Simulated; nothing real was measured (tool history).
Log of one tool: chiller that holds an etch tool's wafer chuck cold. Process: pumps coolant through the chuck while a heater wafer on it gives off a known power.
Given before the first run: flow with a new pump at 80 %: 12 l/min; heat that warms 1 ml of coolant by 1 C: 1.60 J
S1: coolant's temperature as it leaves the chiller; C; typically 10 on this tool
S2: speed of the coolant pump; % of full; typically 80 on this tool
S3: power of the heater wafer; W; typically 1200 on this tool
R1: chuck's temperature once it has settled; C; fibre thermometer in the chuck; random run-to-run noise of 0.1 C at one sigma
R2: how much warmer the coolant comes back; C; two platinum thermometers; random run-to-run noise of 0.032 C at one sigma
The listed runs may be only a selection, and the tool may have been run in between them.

| run | hour | S1 | S2 | S3 | R1 | R2 |
|---|---|---|---|---|---|---|
| 1 | 0.0 | 10 | 80 | 1200 | 24.8 | 4.44 |
| 2 | 136.8 | 10 | 80 | 1200 | 24.8 | 4.45 |
|  | 188.2 | chiller's thermometer calibrated |
| 3 | 233.5 | 10 | 80 | 1200 | 24.5 | 4.47 |
| 4 | 386.3 | 10 | 80 | 1200 | 25.0 | 4.56 |
| 5 | 547.6 | 10 | 80 | 1200 | 24.8 | 4.48 |
| 6 | 699.5 | 10 | 80 | 1200 | 25.3 | 4.48 |
| 7 | 820.5 | 15 | 80 | 1200 | 30.3 | 4.52 |
| 8 | 986.3 | 15 | 80 | 1200 | 30.4 | 4.53 |
| 9 | 1093.8 | 15 | 80 | 1200 | 30.4 | 4.59 |
| 10 | 1225.3 | 15 | 80 | 1200 | 30.6 | 4.59 |
| 11 | 1382.7 | 15 | 80 | 1200 | 30.8 | 4.59 |
| 12 | 1477.1 | 10 | 80 | 1200 | 25.8 | 4.63 |
|  | 1494.3 | coolant pump overhauled |
| 13 | 1588.3 | 10 | 67 | 904 | 25.1 | 4.65 |
| 14 | 1677.7 | 10 | 67 | 904 | 25.2 | 4.67 |
| 15 | 1780.9 | 10 | 79 | 904 | 23.5 | 3.94 |
| 16 | 1888.3 | 10 | 79 | 904 | 23.5 | 3.98 |
| 17 | 2055.2 | 10 | 64 | 1155 | 30.6 | 6.38 |
|  | 2135.1 | coolant pump overhauled, once more |
| 18 | 2219.3 | 10 | 64 | 1155 | 26.1 | 4.56 |
| 19 | 2389.7 | 10 | 64 | 1155 | 26.1 | 4.60 |
| 20 | 2551.3 | 12 | 88 | 1005 | 23.4 | 2.87 |
| 21 | 2686.5 | 2 | 73 | 679 | 11.0 | 2.41 |
| 22 | 2851.4 | 1 | 80 | 1696 | 21.6 | 5.45 |
| 23 | 2923.1 | 7 | 80 | 1696 | 27.9 | 5.47 |
| 24 | 3016.6 | 6 | 80 | 1200 | 20.9 | 3.84 |

Branching from run 24: 4 alternative next runs. What would each branch give?
| A | 3172.0 | 11 | 97 | 1200 | ? | ? |
| B | 3172.0 | 17 | 80 | 1709 | ? | ? |
| C | 3172.0 | 10 | 70 | 1200 | ? | ? |
| D | 3172.0 | 10 | 92 | 694 | ? | ? |

| run | R1 | R2 |
|---|---|---|
| A | 24.1 | 3.21 |
| B | 38.7 | 5.54 |
| C | 26.8 | 4.48 |
| D | 18.0 | 1.98 |
With no hidden state in the tool, these same runs would have given:
| run | R1 | R2 |
|---|---|---|
| A | 21.2 | 3.10 |
| B | 34.0 | 5.34 |
| C | 23.2 | 4.32 |
| D | 16.1 | 1.91 |

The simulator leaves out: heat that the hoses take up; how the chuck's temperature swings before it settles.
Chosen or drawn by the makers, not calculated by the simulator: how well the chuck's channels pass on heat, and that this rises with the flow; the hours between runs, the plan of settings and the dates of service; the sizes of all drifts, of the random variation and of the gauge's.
